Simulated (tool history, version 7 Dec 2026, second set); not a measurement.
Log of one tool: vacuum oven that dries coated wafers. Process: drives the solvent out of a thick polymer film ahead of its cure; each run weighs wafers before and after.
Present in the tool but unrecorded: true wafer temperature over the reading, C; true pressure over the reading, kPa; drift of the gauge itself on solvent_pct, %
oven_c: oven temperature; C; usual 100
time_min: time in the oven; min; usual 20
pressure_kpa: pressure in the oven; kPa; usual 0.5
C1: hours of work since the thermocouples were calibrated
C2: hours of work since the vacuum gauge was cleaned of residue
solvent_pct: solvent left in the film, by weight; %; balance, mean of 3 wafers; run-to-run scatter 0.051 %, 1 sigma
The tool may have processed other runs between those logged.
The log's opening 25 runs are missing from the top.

Run 26, hour 815: usual settings but oven_c 111 C, pressure_kpa 1.31 kPa; C1 840; C2 1042. Result: solvent_pct 0.61 %.
Run 27, hour 841.5: usual settings but oven_c 111 C, time_min 12 min, pressure_kpa 1.31 kPa; C1 852; C2 1053. Result: solvent_pct 0.72 %.
Run 28, hour 860.9: usual settings but oven_c 111 C, time_min 12 min, pressure_kpa 1.31 kPa; C1 861; C2 1062. Result: solvent_pct 0.84 %.
Run 29, hour 879.9: usual settings but oven_c 111 C, time_min 22 min, pressure_kpa 1.31 kPa; C1 869; C2 1071. Result: solvent_pct 0.54 %.
Run 30, hour 919: usual settings but oven_c 111 C, time_min 22 min, pressure_kpa 1.31 kPa; C1 887; C2 1088. Result: solvent_pct 0.56 %.
Run 31, hour 943.5: usual settings but oven_c 111 C, time_min 22 min, pressure_kpa 1.31 kPa; C1 898; C2 1099. Result: solvent_pct 0.54 %.
Run 32, hour 970.1: usual settings but oven_c 102 C, time_min 19 min, pressure_kpa 0.275 kPa; C1 910; C2 1111. Result: solvent_pct 0.57 %.
Run 33, hour 1004.1: usual settings but time_min 12 min, pressure_kpa 0.953 kPa; C1 925; C2 1126. Result: solvent_pct 2.57 %.
Run 34, hour 1029.9: usual settings but time_min 32 min; C1 937; C2 1138. Result: solvent_pct 0.38 %.
Run 35, hour 1056.3: usual settings but time_min 32 min; C1 948; C2 1150. Result: solvent_pct 0.39 %.
Run 36, hour 1086.5: usual settings but time_min 32 min; C1 962; C2 1163. Result: solvent_pct 0.28 %.
Run 37, hour 1105.5: usual settings but oven_c 107 C, pressure_kpa 0.703 kPa; C1 970; C2 1172. Result: solvent_pct 0.39 %.
Run 38, hour 1145.7: usual settings but oven_c 107 C, pressure_kpa 0.703 kPa; C1 988; C2 1190. Result: solvent_pct 0.45 %.
Run 39, hour 1188.5: usual settings but oven_c 86 C, pressure_kpa 0.697 kPa; C1 1008; C2 1209. Result: solvent_pct 4.45 %.
Run 40, hour 1208.1: usual settings but oven_c 86 C, pressure_kpa 0.697 kPa; C1 1016; C2 1218. Result: solvent_pct 4.44 %.
Run 41, hour 1250.2: usual settings but oven_c 92 C, pressure_kpa 0.697 kPa; C1 1035; C2 1237. Result: solvent_pct 2.54 %.
Run 42, hour 1281.7: usual settings but oven_c 92 C, pressure_kpa 0.697 kPa; C1 1049; C2 1251. Result: solvent_pct 2.64 %.
Run 43, hour 1312.2: usual settings but oven_c 99 C, time_min 32 min, pressure_kpa 0.364 kPa; C1 1063; C2 1264. Result: solvent_pct 0.28 %.
Run 44, hour 1334.9: usual settings but oven_c 104 C, time_min 36 min, pressure_kpa 0.486 kPa; C1 1073; C2 1275. Result: solvent_pct 0.29 %.
Run 45, hour 1363: usual settings but oven_c 104 C, time_min 36 min, pressure_kpa 0.486 kPa; C1 1086; C2 1287. Result: solvent_pct 0.32 %.
Run 46, hour 1384.3: usual settings but oven_c 107 C, time_min 15 min, pressure_kpa 1.369 kPa; C1 1095; C2 1297. Result: solvent_pct 1.08 %.

Predict each of these 5 candidate next runs independently; none follows another, all start after run 46:
Run A, hour 1414.5: usual settings but time_min 21 min; C1 1109; C2 1310. Result: solvent_pct ?.
Run B, hour 1414.5: usual settings but oven_c 104 C, time_min 12 min, pressure_kpa 1.241 kPa; C1 1109; C2 1310. Result: solvent_pct ?.
Run C, hour 1414.5: usual settings but pressure_kpa 0.479 kPa; C1 1109; C2 1310. Result: solvent_pct ?.
Run D, hour 1414.5: usual settings but time_min 10 min; C1 1109; C2 1310. Result: solvent_pct ?.
Run E, hour 1414.5: usual settings but oven_c 107 C, time_min 12 min, pressure_kpa 1.369 kPa; C1 1109; C2 1310. Result: solvent_pct ?.

run  solvent_pct
  A         0.84
  B         1.86
  C         0.72
  D         3.11
  E         1.23
With the hidden condition removed and each run's random variation left untouched, the same runs would have given:
run  solvent_pct
  A         0.81
  B         1.82
  C         0.69
  D         3.06
  E          1.2
